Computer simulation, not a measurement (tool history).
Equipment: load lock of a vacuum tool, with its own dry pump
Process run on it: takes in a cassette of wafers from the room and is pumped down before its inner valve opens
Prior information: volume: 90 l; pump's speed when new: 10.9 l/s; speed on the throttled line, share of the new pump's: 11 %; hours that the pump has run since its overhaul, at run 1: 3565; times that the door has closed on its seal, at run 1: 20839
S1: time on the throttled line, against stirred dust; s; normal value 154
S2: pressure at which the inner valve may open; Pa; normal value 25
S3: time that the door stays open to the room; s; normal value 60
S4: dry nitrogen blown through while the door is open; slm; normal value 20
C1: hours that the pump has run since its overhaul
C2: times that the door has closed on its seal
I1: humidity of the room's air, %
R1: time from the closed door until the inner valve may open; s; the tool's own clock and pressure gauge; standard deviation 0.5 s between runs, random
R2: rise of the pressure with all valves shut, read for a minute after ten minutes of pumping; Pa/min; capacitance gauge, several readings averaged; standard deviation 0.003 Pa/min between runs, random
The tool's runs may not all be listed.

{"run": 1, "hour": 0.0, "S1": 154, "S2": 25, "S3": 60, "S4": 20, "C1": 3565, "C2": 20839, "I1": 45.1, "R1": 205.6, "R2": 0.018}
{"run": 2, "hour": 278.6, "S1": 154, "S2": 25, "S3": 60, "S4": 20, "C1": 3844, "C2": 21539, "I1": 47.3, "R1": 205.8, "R2": 0.019}
{"hour": 387.7, "done": "door's seal changed, seat wiped"}
{"run": 3, "hour": 543.9, "S1": 154, "S2": 25, "S3": 60, "S4": 20, "C1": 4108, "C2": 392, "I1": 45.8, "R1": 205.7, "R2": 0.015}
{"run": 4, "hour": 728.4, "S1": 154, "S2": 25, "S3": 60, "S4": 20, "C1": 4292, "C2": 856, "I1": 48.6, "R1": 205.9, "R2": 0.018}
{"run": 5, "hour": 965.8, "S1": 154, "S2": 25, "S3": 60, "S4": 20, "C1": 4530, "C2": 1452, "I1": 49.1, "R1": 206.4, "R2": 0.021}
{"run": 6, "hour": 1270.3, "S1": 90, "S2": 25, "S3": 60, "S4": 20, "C1": 4834, "C2": 2217, "I1": 44.3, "R1": 148.7, "R2": 0.016}
{"run": 7, "hour": 1496.1, "S1": 90, "S2": 25, "S3": 60, "S4": 20, "C1": 5060, "C2": 2785, "I1": 47.7, "R1": 149.2, "R2": 0.017}
{"run": 8, "hour": 1774.0, "S1": 90, "S2": 25, "S3": 60, "S4": 20, "C1": 5338, "C2": 3483, "I1": 44.1, "R1": 149, "R2": 0.016}
{"run": 9, "hour": 2003.7, "S1": 90, "S2": 25, "S3": 60, "S4": 20, "C1": 5568, "C2": 4060, "I1": 44.9, "R1": 149.7, "R2": 0.015}
{"run": 10, "hour": 2300.4, "S1": 90, "S2": 25, "S3": 60, "S4": 20, "C1": 5864, "C2": 4805, "I1": 46, "R1": 148.7, "R2": 0.018}
{"run": 11, "hour": 2612.2, "S1": 90, "S2": 25, "S3": 60, "S4": 20, "C1": 6176, "C2": 5589, "I1": 46.8, "R1": 148.9, "R2": 0.014}
{"run": 12, "hour": 2920.7, "S1": 154, "S2": 25, "S3": 74, "S4": 20, "C1": 6485, "C2": 6364, "I1": 45.4, "R1": 206.5, "R2": 0.02}
{"run": 13, "hour": 3220.2, "S1": 154, "S2": 48, "S3": 60, "S4": 20, "C1": 6784, "C2": 7116, "I1": 48.4, "R1": 200.3, "R2": 0.024}
{"run": 14, "hour": 3540.2, "S1": 154, "S2": 48, "S3": 60, "S4": 20, "C1": 7104, "C2": 7921, "I1": 46, "R1": 199.9, "R2": 0.019}
{"run": 15, "hour": 3774.0, "S1": 80, "S2": 25, "S3": 49, "S4": 20, "C1": 7338, "C2": 8508, "I1": 42, "R1": 140.1, "R2": 0.012}
{"run": 16, "hour": 3989.8, "S1": 132, "S2": 25, "S3": 60, "S4": 5, "C1": 7554, "C2": 9050, "I1": 48.5, "R1": 186.1, "R2": 0.042}
{"run": 17, "hour": 4292.3, "S1": 265, "S2": 24, "S3": 60, "S4": 24, "C1": 7856, "C2": 9810, "I1": 44.7, "R1": 305.9, "R2": 0.011}
{"run": 18, "hour": 4597.7, "S1": 265, "S2": 24, "S3": 60, "S4": 24, "C1": 8162, "C2": 10578, "I1": 46.3, "R1": 306, "R2": 0.018}
{"run": 19, "hour": 4778.9, "S1": 254, "S2": 31, "S3": 60, "S4": 20, "C1": 8343, "C2": 11033, "I1": 41.9, "R1": 293.3, "R2": 0.021}
{"run": 20, "hour": 5068.1, "S1": 296, "S2": 48, "S3": 49, "S4": 34, "C1": 8632, "C2": 11760, "I1": 45.5, "R1": 327.3, "R2": 0.013}
{"run": 21, "hour": 5259.1, "S1": 296, "S2": 32, "S3": 49, "S4": 4, "C1": 8823, "C2": 12239, "I1": 43.5, "R1": 328.7, "R2": 0.041}
{"run": 22, "hour": 5434.6, "S1": 154, "S2": 25, "S3": 147, "S4": 20, "C1": 8998, "C2": 12680, "I1": 42.8, "R1": 206, "R2": 0.029}
{"run": 23, "hour": 5588.1, "S1": 154, "S2": 25, "S3": 147, "S4": 20, "C1": 9152, "C2": 13066, "I1": 47.8, "R1": 206.4, "R2": 0.035}
{"run": 24, "hour": 5856.4, "S1": 154, "S2": 25, "S3": 147, "S4": 20, "C1": 9420, "C2": 13740, "I1": 46.8, "R1": 205.3, "R2": 0.035}
{"run": 25, "hour": 6039.8, "S1": 161, "S2": 28, "S3": 43, "S4": 20, "C1": 9604, "C2": 14201, "I1": 45.9, "R1": 210.8, "R2": 0.016}
{"run": 26, "hour": 6254.4, "S1": 161, "S2": 48, "S3": 45, "S4": 20, "C1": 9818, "C2": 14740, "I1": 46.2, "R1": 207.1, "R2": 0.014}
{"run": 27, "hour": 6412.1, "S1": 161, "S2": 48, "S3": 155, "S4": 20, "C1": 9976, "C2": 15136, "I1": 47.6, "R1": 207.1, "R2": 0.039}
{"run": 28, "hour": 6686.4, "S1": 268, "S2": 48, "S3": 62, "S4": 20, "C1": 10250, "C2": 15825, "I1": 46, "R1": 301.6, "R2": 0.022}

Consider 4 possible next runs. They are alternatives, not a sequence: every one starts from the tool as it was left by run 28. What does each give?
{"run": "A", "hour": 6850.8, "S1": 229, "S2": 25, "S3": 171, "S4": 5, "C1": 10415, "C2": 16239, "I1": 46.9, "R1": "?", "R2": "?"}
{"run": "B", "hour": 6850.8, "S1": 268, "S2": 39, "S3": 180, "S4": 20, "C1": 10415, "C2": 16239, "I1": 42.7, "R1": "?", "R2": "?"}
{"run": "C", "hour": 6850.8, "S1": 268, "S2": 48, "S3": 50, "S4": 19, "C1": 10415, "C2": 16239, "I1": 44.4, "R1": "?", "R2": "?"}
{"run": "D", "hour": 6850.8, "S1": 96, "S2": 25, "S3": 60, "S4": 31, "C1": 10415, "C2": 16239, "I1": 46.4, "R1": "?", "R2": "?"}

run=A R1=272 R2=0.083
run=B R1=303.8 R2=0.034
run=C R1=300.7 R2=0.012
run=D R1=153.8 R2=0.015
What these runs would have given with no unlogged condition in the tool:
run=A R1=272 R2=0.082
run=B R1=303.8 R2=0.033
run=C R1=300.7 R2=0.012
run=D R1=153.8 R2=0.014
